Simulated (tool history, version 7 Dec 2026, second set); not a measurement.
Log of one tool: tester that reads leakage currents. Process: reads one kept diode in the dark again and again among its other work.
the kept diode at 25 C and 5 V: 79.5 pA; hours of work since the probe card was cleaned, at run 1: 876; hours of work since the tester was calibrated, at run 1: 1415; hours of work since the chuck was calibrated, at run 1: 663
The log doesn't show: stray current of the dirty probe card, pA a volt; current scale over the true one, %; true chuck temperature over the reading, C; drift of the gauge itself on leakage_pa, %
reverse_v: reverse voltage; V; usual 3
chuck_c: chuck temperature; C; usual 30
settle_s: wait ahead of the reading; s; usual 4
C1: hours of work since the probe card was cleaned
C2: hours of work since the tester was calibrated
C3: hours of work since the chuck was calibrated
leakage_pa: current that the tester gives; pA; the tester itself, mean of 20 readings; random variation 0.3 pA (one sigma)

run 1 hour=0 | reverse_v=3 chuck_c=30 settle_s=4 | C1=876 C2=1415 C3=663 | leakage_pa=88.36
run 2 hour=31.4 | reverse_v=3 chuck_c=30 settle_s=4 | C1=897 C2=1436 C3=683 | leakage_pa=87.86
run 3 hour=51.3 | reverse_v=5.5 chuck_c=30 settle_s=4 | C1=910 C2=1449 C3=697 | leakage_pa=114.04
-- hour=66 chuck's temperature calibrated
run 4 hour=79.2 | reverse_v=5.5 chuck_c=30 settle_s=4 | C1=927 C2=1466 C3=9 | leakage_pa=104.69
run 5 hour=99.8 | reverse_v=5.5 chuck_c=30 settle_s=4 | C1=941 C2=1480 C3=22 | leakage_pa=104.28
run 6 hour=130.5 | reverse_v=5.5 chuck_c=30 settle_s=4 | C1=961 C2=1500 C3=43 | leakage_pa=104.08
run 7 hour=149.5 | reverse_v=5.5 chuck_c=30 settle_s=4 | C1=973 C2=1513 C3=55 | leakage_pa=104.04
-- hour=184.3 chuck's temperature calibrated, once more
run 8 hour=184.3 | reverse_v=3 chuck_c=30 settle_s=4 | C1=995 C2=1534 C3=0 | leakage_pa=99
run 9 hour=206.2 | reverse_v=10.96 chuck_c=30 settle_s=4 | C1=1010 C2=1549 C3=15 | leakage_pa=171.07
run 10 hour=240.9 | reverse_v=2.44 chuck_c=32 settle_s=1.32 | C1=1033 C2=1572 C3=37 | leakage_pa=105.97
run 11 hour=274.4 | reverse_v=2.13 chuck_c=33 settle_s=4 | C1=1055 C2=1594 C3=60 | leakage_pa=107.73
run 12 hour=293.1 | reverse_v=3 chuck_c=30 settle_s=0.62 | C1=1067 C2=1606 C3=72 | leakage_pa=98.42
run 13 hour=315.3 | reverse_v=3 chuck_c=30 settle_s=0.62 | C1=1082 C2=1621 C3=87 | leakage_pa=98.84
run 14 hour=352.8 | reverse_v=1.08 chuck_c=23 settle_s=0.43 | C1=1107 C2=1646 C3=112 | leakage_pa=36.72
run 15 hour=368.3 | reverse_v=2.45 chuck_c=30 settle_s=0.5 | C1=1117 C2=1656 C3=122 | leakage_pa=90.03
run 16 hour=393 | reverse_v=2.45 chuck_c=30 settle_s=0.5 | C1=1133 C2=1673 C3=138 | leakage_pa=90.33
run 17 hour=412.9 | reverse_v=2.45 chuck_c=51 settle_s=1.01 | C1=1146 C2=1686 C3=151 | leakage_pa=428.06
run 18 hour=444.3 | reverse_v=1.8 chuck_c=39 settle_s=6.81 | C1=1167 C2=1707 C3=172 | leakage_pa=156.39

5 ways to go on from here, each from the tool as it stands after run 18. What would each give?
run A hour=479.4 | reverse_v=4.08 chuck_c=39 settle_s=6.66 | C1=1191 C2=1730 C3=195 | leakage_pa=?
run B hour=479.4 | reverse_v=3 chuck_c=30 settle_s=1.25 | C1=1191 C2=1730 C3=195 | leakage_pa=?
run C hour=479.4 | reverse_v=4.22 chuck_c=33 settle_s=3.99 | C1=1191 C2=1730 C3=195 | leakage_pa=?
run D hour=479.4 | reverse_v=3 chuck_c=30 settle_s=0.64 | C1=1191 C2=1730 C3=195 | leakage_pa=?
run E hour=479.4 | reverse_v=7.34 chuck_c=23 settle_s=9.3 | C1=1191 C2=1730 C3=195 | leakage_pa=?

run=A leakage_pa=217.33
run=B leakage_pa=96.18
run=C leakage_pa=140.33
run=D leakage_pa=96.62
run=E leakage_pa=81.33
Without the tool's hidden state the same runs would have given:
run=A leakage_pa=225.08
run=B leakage_pa=98.6
run=C leakage_pa=143.91
run=D leakage_pa=99.04
run=E leakage_pa=78.67

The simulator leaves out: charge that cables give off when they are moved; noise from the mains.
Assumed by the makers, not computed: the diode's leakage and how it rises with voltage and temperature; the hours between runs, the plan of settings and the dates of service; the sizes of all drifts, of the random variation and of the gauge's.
